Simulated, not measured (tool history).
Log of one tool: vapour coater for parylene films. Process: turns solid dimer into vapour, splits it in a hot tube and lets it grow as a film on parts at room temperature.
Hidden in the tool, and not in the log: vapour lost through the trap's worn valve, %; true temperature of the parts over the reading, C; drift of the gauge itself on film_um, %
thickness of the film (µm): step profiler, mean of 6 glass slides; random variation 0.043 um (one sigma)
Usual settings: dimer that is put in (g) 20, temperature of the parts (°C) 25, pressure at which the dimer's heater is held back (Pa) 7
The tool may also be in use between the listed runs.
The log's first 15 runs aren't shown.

| run | hour | dimer that is put in (g) | temperature of the parts (°C) | pressure at which the dimer's heater is held back (Pa) | hours of work since the trap's valve was overhauled | hours of work since the table's thermometer was calibrated | thickness of the film (µm) |
|---|---|---|---|---|---|---|---|
| 16 | 177 | 20 | 25 | 7 | 430 | 255 | 6.39 |
| 17 | 192.3 | 20 | 34 | 7 | 439 | 263 | 4.93 |
|  | 200.7 | trap's valve overhauled |
| 18 | 205.7 | 20 | 34 | 7 | 3 | 268 | 4.95 |
| 19 | 218.3 | 20 | 25 | 2.22 | 10 | 275 | 7.97 |
| 20 | 233.1 | 20 | 25 | 7 | 18 | 283 | 6.4 |
| 21 | 242.7 | 20 | 25 | 3.53 | 23 | 288 | 7.35 |
| 22 | 254.3 | 20 | 25 | 6.42 | 29 | 294 | 6.45 |
| 23 | 263.2 | 20 | 25 | 6.42 | 34 | 299 | 6.48 |
| 24 | 272.8 | 18 | 19 | 3.83 | 39 | 304 | 7.67 |
| 25 | 283.2 | 18 | 19 | 3.83 | 45 | 310 | 7.58 |
| 26 | 292.6 | 27 | 25 | 7 | 50 | 315 | 8.49 |
| 27 | 304.7 | 23 | 25 | 9.69 | 56 | 322 | 6.93 |
| 28 | 313.4 | 23 | 25 | 9.69 | 61 | 326 | 6.91 |
| 29 | 328.9 | 23 | 25 | 9.69 | 69 | 335 | 6.82 |
| 30 | 339.5 | 11 | 17 | 3.47 | 75 | 340 | 4.86 |
| 31 | 349.8 | 20 | 20 | 2.97 | 81 | 346 | 8.66 |
| 32 | 362.3 | 10 | 21 | 2.72 | 87 | 353 | 4.3 |
| 33 | 369.6 | 17 | 25 | 3.92 | 91 | 357 | 6.05 |
| 34 | 382.9 | 31 | 35 | 3.33 | 99 | 364 | 8.73 |
| 35 | 399.7 | 31 | 35 | 11.6 | 108 | 373 | 6.82 |
| 36 | 415.4 | 20 | 23 | 7 | 116 | 382 | 6.73 |
| 37 | 424.7 | 12 | 17 | 7 | 121 | 387 | 4.76 |
| 38 | 440 | 8 | 23 | 4.3 | 130 | 395 | 2.98 |
| 39 | 453.8 | 8 | 28 | 4.3 | 137 | 402 | 2.59 |

Forecast each of these 5 alternatives for the next run:
| A | 468.2 | 8 | 25 | 4.3 | 145 | 410 | ? |
| B | 468.2 | 8 | 23 | 9 | 145 | 410 | ? |
| C | 468.2 | 20 | 18 | 7 | 145 | 410 | ? |
| D | 468.2 | 11 | 22 | 3.2 | 145 | 410 | ? |
| E | 468.2 | 20 | 19 | 6.66 | 145 | 410 | ? |

| run | thickness of the film (µm) |
|---|---|
| A | 2.81 |
| B | 2.58 |
| C | 7.76 |
| D | 4.45 |
| E | 7.51 |
Without the tool's hidden state the same runs would have given:
| run | thickness of the film (µm) |
|---|---|
| A | 2.81 |
| B | 2.59 |
| C | 7.78 |
| D | 4.46 |
| E | 7.53 |

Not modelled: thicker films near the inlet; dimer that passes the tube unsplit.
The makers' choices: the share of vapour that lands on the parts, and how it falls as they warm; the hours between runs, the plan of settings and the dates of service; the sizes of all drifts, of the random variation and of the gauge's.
